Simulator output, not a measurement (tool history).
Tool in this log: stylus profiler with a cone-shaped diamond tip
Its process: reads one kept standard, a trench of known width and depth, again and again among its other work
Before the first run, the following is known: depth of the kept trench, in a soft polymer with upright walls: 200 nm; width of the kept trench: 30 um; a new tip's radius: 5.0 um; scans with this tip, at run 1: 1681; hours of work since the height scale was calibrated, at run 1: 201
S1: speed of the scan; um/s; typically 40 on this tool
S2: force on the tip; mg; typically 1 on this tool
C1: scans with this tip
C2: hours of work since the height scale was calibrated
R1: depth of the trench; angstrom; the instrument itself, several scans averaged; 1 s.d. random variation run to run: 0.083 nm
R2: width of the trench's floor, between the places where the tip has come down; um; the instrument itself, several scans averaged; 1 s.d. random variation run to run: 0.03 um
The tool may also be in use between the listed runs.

run	day	S1	S2	C1	C2	R1	R2
1	0	40	1	1681	201	2014.6	26.6
2	1.642	40	1	1854	222	2015.9	26.56
3	2.638	40	1	1959	234	2014.6	26.59
4	4.429	40	1	2148	257	2014.5	26.47
5	5.862	40	1	2299	275	2013.9	26.48
6	6.975	40	1	2416	289	2014	26.46
7	7.896	40	1	2513	301	2014.1	26.45
8	9.512	40	1	2684	321	2015.6	26.42
9	10.871	114	1	2827	338	2015.5	25.76
# day 10.971: height scale calibrated on a step standard
10	12.75	114	1	3023	22	2016.7	25.75
11	13.996	114	1	3155	38	2014.7	25.71
12	15.108	114	1	3272	52	2017	25.79
13	16.438	15	1.54	3412	69	2019.7	26.55
# day 17.596: height scale calibrated on a step standard, once more
14	18.204	59	1.54	3596	8	2015.8	26.25
15	19.279	23	1.54	3710	21	2016.1	26.46
16	20.538	138	2.52	3842	37	2022.4	25.89
17	21.729	72	0.74	3968	52	2009.5	25.91

What does the tool deliver on the next run?
18	23.408	72	0.74	4145	73	?	?

R1: 2010.9 angstrom
R2: 25.88 um
With no hidden state in the tool, this same run would have given R1 2010.3 angstrom, R2 26.53 um.

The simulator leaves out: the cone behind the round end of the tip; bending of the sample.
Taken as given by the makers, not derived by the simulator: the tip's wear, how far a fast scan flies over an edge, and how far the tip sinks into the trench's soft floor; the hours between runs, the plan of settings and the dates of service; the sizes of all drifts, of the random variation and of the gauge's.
